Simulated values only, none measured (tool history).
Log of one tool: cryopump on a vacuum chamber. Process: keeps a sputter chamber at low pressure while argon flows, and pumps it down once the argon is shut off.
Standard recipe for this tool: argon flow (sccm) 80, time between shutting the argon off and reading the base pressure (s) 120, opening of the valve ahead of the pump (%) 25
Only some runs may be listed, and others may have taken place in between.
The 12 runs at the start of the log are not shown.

run    hour  argon flow (sccm)  time between shutting the argon off and reading the base pressure (s)  opening of the valve ahead of the pump (%)  pressure while argon flows (Pa)  pressure after the wait (uPa)
 13   430.6                 80                                                                    116                                          25                           0.5037                           1.16
 14   470.0                 80                                                                    120                                          25                           0.5043                           1.17
 15   511.4                 80                                                                    120                                          25                           0.5033                           1.18
 16   535.3                146                                                                    120                                          25                           0.9162                           1.20
 17   558.1                146                                                                    120                                          25                           0.9229                           1.22
 18   577.4                146                                                                    120                                          25                           0.9254                           1.29
 19   597.7                146                                                                    120                                          25                           0.9225                           1.30
 20   621.1                146                                                                    120                                          25                           0.9235                           1.30
 21   663.2                146                                                                    120                                          25                           0.9246                           1.32
 22   688.5                 40                                                                    120                                          25                           0.2531                           1.30
 23   708.8                 40                                                                    120                                          25                           0.2558                           1.34
 24   752.9                 79                                                                    192                                          58                           0.2340                           1.28
 25   797.4                 80                                                                     62                                          25                           0.5144                           1.72
 26   841.8                 80                                                                    120                                          40                           0.3319                           1.50
 27   866.9                 80                                                                     37                                          25                           0.5164                           2.29
      876.7  -- pump warmed up, emptied and cooled again
 28   900.8                 67                                                                     30                                          28                           0.3622                           2.45
 29   925.9                144                                                                     30                                          22                           0.9906                           2.43
 30   968.1                 41                                                                    120                                          57                           0.1095                           1.34
 31  1008.1                 41                                                                    120                                          57                           0.1106                           1.32
 32  1054.8                 68                                                                    120                                          25                           0.4144                           1.41
 33  1075.8                 68                                                                    120                                          27                           0.3821                           1.39
 34  1102.0                 68                                                                    120                                          27                           0.3825                           1.36
 35  1144.0                 40                                                                    120                                          23                           0.2652                           1.44

Here are 3 independent what-if runs from the current tool condition. What would each one return?
  A  1178.1                 72                                                                    120                                          23                                ?                              ?
  B  1178.1                151                                                                     26                                          23                                ?                              ?
  C  1178.1                105                                                                    120                                          21                                ?                              ?

run  pressure while argon flows (Pa)  pressure after the wait (uPa)
  A                           0.4769                           1.47
  B                           0.9967                           2.91
  C                           0.7584                           1.48
The same runs, with their run-to-run variation unchanged, on a tool lacking any hidden condition would have given:
run  pressure while argon flows (Pa)  pressure after the wait (uPa)
  A                           0.4710                           0.65
  B                           0.9845                           2.08
  C                           0.7500                           0.65
